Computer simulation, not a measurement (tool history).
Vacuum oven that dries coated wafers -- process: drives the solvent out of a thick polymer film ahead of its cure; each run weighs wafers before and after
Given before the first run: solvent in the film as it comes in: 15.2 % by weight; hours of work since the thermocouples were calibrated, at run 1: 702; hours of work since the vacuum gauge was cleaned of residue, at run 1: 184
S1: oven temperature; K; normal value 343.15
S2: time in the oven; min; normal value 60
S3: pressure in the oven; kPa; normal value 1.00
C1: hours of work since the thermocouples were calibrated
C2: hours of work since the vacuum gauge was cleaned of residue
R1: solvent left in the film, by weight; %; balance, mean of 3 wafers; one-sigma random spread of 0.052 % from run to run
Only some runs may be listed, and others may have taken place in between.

run   hour      S1   S2    S3   C1   C2    R1
  1    0.0  343.15   60  1.00  702  184  1.85
  2   16.6  343.15   60  1.00  710  192  1.87
  3   32.0  348.15   60  1.00  717  199  0.95
  4   41.4  348.15   60  1.00  721  203  0.84
  5   52.1  348.15   60  1.33  726  208  0.96
  6   65.6  343.15   60  1.00  733  215  1.95
  7   72.7  343.15   49  1.00  736  218  2.65
  8   81.9  331.15   49  1.00  740  222  7.43
  9   97.5  331.15   49  1.00  748  230  7.36
 10  113.0  331.15   49  1.00  755  237  7.40
 11  126.1  331.15   49  1.00  761  243  7.41
 12  133.9  331.15   49  1.00  765  247  7.42
 13  145.0  331.15   84  1.00  770  252  5.15
 14  156.5  343.15   33  1.00  775  257  4.29
 15  165.4  343.15   91  1.00  780  262  1.02
 16  174.8  343.15   91  1.00  784  266  1.03
 17  191.6  343.15   91  1.00  792  274  1.04
 18  207.3  343.15   91  1.00  799  281  1.02
 19  219.1  343.15   60  0.61  805  287  1.83
 20  227.4  343.15   60  0.61  809  291  1.77
 21  239.0  343.15   60  0.61  814  296  1.85
 22  248.7  343.15   60  0.61  819  301  1.85
 23  265.1  343.15   60  2.66  826  308  2.58
 24  281.6  335.15   48  1.00  834  316  5.67
 25  295.4  335.15   48  1.00  841  323  5.82
 26  311.0  335.15   48  1.00  848  330  5.94
 27  321.5  335.15   48  1.00  853  335  5.85
 28  335.1  333.15   41  2.96  859  341  8.31
 29  351.9  347.15   38  1.65  867  349  2.72
 30  364.6  338.15   43  0.64  873  355  5.06
 31  377.3  339.15   61  0.65  879  361  3.24
 32  384.2  339.15   61  0.65  882  364  3.07
 33  391.2  339.15   61  0.65  886  368  3.24
 34  401.0  339.15   61  0.65  890  372  3.13
 35  411.3  339.15   61  0.65  895  377  3.23
 36  426.2  339.15   50  3.24  902  384  5.14
 37  442.0  341.15   60  1.61  910  392  3.06
 38  456.6  341.15   60  1.61  916  398  3.00
 39  471.1  330.15  101  1.93  923  405  5.50
 40  481.6  347.15   46  3.04  928  410  2.56
 41  494.1  347.15   46  3.04  934  416  2.63
 42  505.0  347.15   46  3.04  939  421  2.44
 43  517.8  350.15   44  2.54  945  427  1.83
 44  524.7  350.15   44  2.54  948  430  1.80
 45  541.5  350.15   44  2.54  956  438  1.83

Run by run, hidden condition taken away, random variation retained:
Hidden state present: true wafer temperature over the reading, C; true pressure over the reading, kPa; drift of the gauge itself on solvent_pct, %.
run    R1
  1  1.47
  2  1.49
  3  0.75
  4  0.64
  5  0.75
  6  1.54
  7  2.16
  8  6.83
  9  6.76
 10  6.79
 11  6.80
 12  6.80
 13  4.46
 14  3.69
 15  0.75
 16  0.77
 17  0.78
 18  0.76
 19  1.37
 20  1.32
 21  1.39
 22  1.39
 23  2.08
 24  4.97
 25  5.10
 26  5.21
 27  5.12
 28  7.61
 29  2.17
 30  4.33
 31  2.55
 32  2.40
 33  2.56
 34  2.44
 35  2.54
 36  4.38
 37  2.40
 38  2.35
 39  4.62
 40  2.04
 41  2.10
 42  1.91
 43  1.42
 44  1.40
 45  1.42
